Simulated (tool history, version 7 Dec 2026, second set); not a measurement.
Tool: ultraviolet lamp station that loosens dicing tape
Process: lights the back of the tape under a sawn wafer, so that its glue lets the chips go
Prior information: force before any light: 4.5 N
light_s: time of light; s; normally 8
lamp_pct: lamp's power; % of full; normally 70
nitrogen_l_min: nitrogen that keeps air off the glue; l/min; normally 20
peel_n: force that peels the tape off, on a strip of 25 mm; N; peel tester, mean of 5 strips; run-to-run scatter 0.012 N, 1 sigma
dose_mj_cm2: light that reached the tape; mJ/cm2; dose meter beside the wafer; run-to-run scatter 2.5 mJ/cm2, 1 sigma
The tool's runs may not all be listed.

| run | hour | light_s | lamp_pct | nitrogen_l_min | peel_n | dose_mj_cm2 |
|---|---|---|---|---|---|---|
| 1 | 0.0 | 8 | 70 | 20 | 0.602 | 272 |
| 2 | 12.6 | 8 | 70 | 20 | 0.631 | 270 |
| 3 | 39.0 | 8 | 70 | 20 | 0.641 | 271 |
| 4 | 60.4 | 8 | 70 | 20 | 0.642 | 269 |
| 5 | 83.2 | 8 | 70 | 20 | 0.658 | 265 |
| 6 | 111.5 | 8 | 70 | 20 | 0.635 | 264 |
| 7 | 139.8 | 8 | 70 | 20 | 0.678 | 262 |
| 8 | 170.2 | 10 | 70 | 20 | 0.422 | 326 |
| 9 | 198.3 | 8 | 70 | 20 | 0.679 | 265 |
| 10 | 224.3 | 8 | 70 | 20 | 0.681 | 257 |
| 11 | 251.3 | 8 | 70 | 20 | 0.676 | 261 |
| 12 | 267.8 | 14 | 70 | 20 | 0.205 | 450 |
|  | 282.0 | window cleaned of glue's vapour |
| 13 | 293.0 | 14 | 70 | 20 | 0.160 | 495 |
| 14 | 321.1 | 14 | 70 | 20 | 0.160 | 496 |
| 15 | 344.2 | 14 | 70 | 20 | 0.163 | 495 |
| 16 | 366.5 | 14 | 70 | 20 | 0.165 | 498 |
| 17 | 382.4 | 14 | 70 | 20 | 0.167 | 495 |
| 18 | 400.0 | 9 | 70 | 20 | 0.476 | 314 |
| 19 | 426.0 | 9 | 73 | 20 | 0.425 | 330 |
| 20 | 455.8 | 9 | 73 | 20 | 0.426 | 325 |
| 21 | 471.4 | 8 | 70 | 20 | 0.614 | 279 |
| 22 | 490.3 | 8 | 70 | 20 | 0.613 | 275 |
| 23 | 511.8 | 8 | 70 | 20 | 0.604 | 274 |
| 24 | 530.7 | 12 | 65 | 22 | 0.289 | 380 |
| 25 | 554.3 | 13 | 99 | 22 | 0.096 | 624 |
| 26 | 585.2 | 11 | 88 | 21 | 0.180 | 468 |
| 27 | 606.2 | 11 | 88 | 21 | 0.188 | 464 |
| 28 | 628.7 | 8 | 70 | 8 | 0.918 | 269 |
| 29 | 649.3 | 7 | 71 | 18 | 0.813 | 233 |
| 30 | 666.1 | 8 | 66 | 20 | 0.730 | 246 |
| 31 | 695.5 | 8 | 66 | 20 | 0.744 | 247 |
| 32 | 715.3 | 8 | 62 | 16 | 0.846 | 230 |
| 33 | 731.0 | 7 | 85 | 20 | 0.586 | 281 |
| 34 | 757.9 | 6 | 66 | 20 | 1.114 | 184 |
| 35 | 774.0 | 6 | 66 | 20 | 1.170 | 186 |
| 36 | 803.2 | 8 | 93 | 10 | 0.533 | 346 |
| 37 | 833.5 | 8 | 93 | 10 | 0.532 | 344 |
| 38 | 862.5 | 16 | 69 | 10 | 0.226 | 507 |
| 39 | 886.6 | 10 | 70 | 20 | 0.448 | 325 |
| 40 | 906.9 | 8 | 93 | 20 | 0.395 | 342 |
| 41 | 925.1 | 8 | 93 | 20 | 0.404 | 337 |
| 42 | 945.2 | 8 | 98 | 11 | 0.465 | 352 |
| 43 | 964.3 | 5 | 70 | 15 | 1.496 | 155 |
| 44 | 981.0 | 10 | 70 | 32 | 0.405 | 311 |

Consider 3 possible next runs. They are alternatives, not a sequence: every one starts from the tool as it was left by run 44. What does each give?
| A | 994.7 | 10 | 80 | 32 | ? | ? |
| B | 994.7 | 10 | 96 | 25 | ? | ? |
| C | 994.7 | 10 | 70 | 7 | ? | ? |

| run | peel_n | dose_mj_cm2 |
|---|---|---|
| A | 0.300 | 358 |
| B | 0.210 | 427 |
| C | 0.756 | 312 |
Had the tool no hidden state, the same runs would have come out as:
| run | peel_n | dose_mj_cm2 |
|---|---|---|
| A | 0.195 | 426 |
| B | 0.138 | 508 |
| C | 0.545 | 371 |
